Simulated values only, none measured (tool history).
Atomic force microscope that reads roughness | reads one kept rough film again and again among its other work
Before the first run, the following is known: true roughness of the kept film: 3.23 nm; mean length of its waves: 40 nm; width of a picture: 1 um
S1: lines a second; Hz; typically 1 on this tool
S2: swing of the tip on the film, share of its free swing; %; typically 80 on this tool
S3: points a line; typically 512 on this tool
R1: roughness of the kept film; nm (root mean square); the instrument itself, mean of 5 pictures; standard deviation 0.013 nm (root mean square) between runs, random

run	hour	S1	S2	S3	R1
1	0	1	80	512	2.976
2	19.1	1	80	512	2.993
3	50.6	1	80	512	3.003
4	75.9	1	80	512	2.962
5	112.4	1	70	512	3.025
# hour 133.6: new tip fitted
6	156.4	1.07	70	512	3.043
7	176.2	1.07	81	512	2.98
8	214.6	1	80	634	2.961
9	251.5	1	80	512	2.992
10	274.7	1	80	512	2.954
# hour 300.8: new tip fitted
11	314.7	1	80	512	2.968
12	347.7	1	80	512	2.985
13	386.5	1	69	512	3.037
14	429.1	1	69	512	3.022
# hour 465.2: new tip fitted
15	476.8	1	85	512	2.942
16	509.3	1	85	512	2.957
17	538.5	1	85	512	2.953
18	564	1	85	512	2.944
19	585.7	1	85	512	2.951
20	605.8	1	85	512	2.951
# hour 630.2: new tip fitted
21	647.8	1	85	512	2.955
22	688.9	1	85	512	2.94
23	725.9	1	85	512	2.969
24	755.8	1	85	512	2.957
25	778.8	1	66	512	3.03
# hour 794.3: new tip fitted
26	798.8	1	66	512	3.042
27	836.4	3.08	57	512	2.993
28	860	3.08	57	546	3.011
29	886.9	1	67	271	3.012
30	912.8	1	67	271	3.018
31	934.7	1	67	271	3.017
# hour 958.8: new tip fitted
32	959.3	1	67	271	3.027
33	979.2	1	67	271	3.023
34	1022.7	3.58	65	280	2.916
35	1041.9	3.58	65	280	2.907
36	1074.6	3.58	65	280	2.877
37	1120.2	3.58	65	280	2.882
# hour 1124.6: new tip fitted
38	1141.4	0.64	83	540	3.02
39	1186.2	1.57	86	497	2.856
40	1214.5	1.57	86	497	2.873
41	1238.7	1.57	86	497	2.849
42	1266.4	1.57	86	497	2.849
# hour 1290.3: new tip fitted
43	1308.7	1.57	86	497	2.853
44	1332.1	1.57	86	497	2.89
45	1365.4	1.83	64	259	2.984
46	1397.1	1.83	89	478	2.789
47	1432.4	0.73	80	257	2.982
# hour 1457.5: new tip fitted
48	1468.1	0.73	80	257	2.995
49	1492.1	0.73	80	257	3.015
50	1534.4	1	85	851	2.93
51	1565.8	2.4	71	929	2.946
52	1608.3	2.48	66	736	2.97

What if the next run were any one of these 3? Each begins from the tool's condition after run 52:
# hour 1623.1: new tip fitted
A	1653.6	1.71	66	388	?
# hour 1623.1: new tip fitted
B	1653.6	1.55	80	512	?
# hour 1623.1: new tip fitted
C	1653.6	1	80	338	?

run	R1
A	2.991
B	2.922
C	2.985
The same runs, with their run-to-run variation unchanged, on a tool lacking any hidden condition would have given:
run	R1
A	2.99
B	2.921
C	2.985
